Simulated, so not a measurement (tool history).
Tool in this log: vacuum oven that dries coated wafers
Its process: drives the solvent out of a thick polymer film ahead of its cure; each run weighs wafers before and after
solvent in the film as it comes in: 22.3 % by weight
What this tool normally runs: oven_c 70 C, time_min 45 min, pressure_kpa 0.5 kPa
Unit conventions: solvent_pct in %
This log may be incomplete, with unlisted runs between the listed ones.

run	hour	oven_c	time_min	pressure_kpa	solvent_pct
1	0	70	45	0.5	1.56
2	7.7	70	45	0.5	1.58
3	16.3	75	45	0.5	0.7
4	24.6	75	45	0.5	0.71
5	32.6	70	45	0.5	1.58
6	40.1	77	45	0.5	0.55
7	50.8	77	45	0.5	0.54
8	59.5	70	26	0.5	4.07
9	72.8	70	26	0.5	4.04
10	85.3	70	26	0.5	4.02
11	94.5	70	26	0.5	4.03
12	101.2	70	45	1.193	2.13
13	110.7	63	45	0.75	4.23
14	117.4	63	29	0.75	6.87
15	125.3	63	29	0.75	6.91
16	131.9	63	25	0.28	7.46
17	142.6	63	25	1.616	8.56
18	154.6	63	25	1.616	8.5
19	166.9	70	45	0.332	1.42

Measured less the same run without the tool's hidden state. The same run-to-run variation is in both; the gauge's scatter may not be:
The hidden state here: true wafer temperature over the reading, C; true pressure over the reading, kPa; drift of the gauge itself on solvent_pct, %.
run	solvent_pct
1	-0.13
2	-0.14
3	-0.04
4	-0.04
5	-0.13
6	-0.02
7	-0.02
8	-0.28
9	-0.28
10	-0.28
11	-0.28
12	-0.14
13	-0.28
14	-0.33
15	-0.33
16	-0.32
17	-0.34
18	-0.34
19	-0.12

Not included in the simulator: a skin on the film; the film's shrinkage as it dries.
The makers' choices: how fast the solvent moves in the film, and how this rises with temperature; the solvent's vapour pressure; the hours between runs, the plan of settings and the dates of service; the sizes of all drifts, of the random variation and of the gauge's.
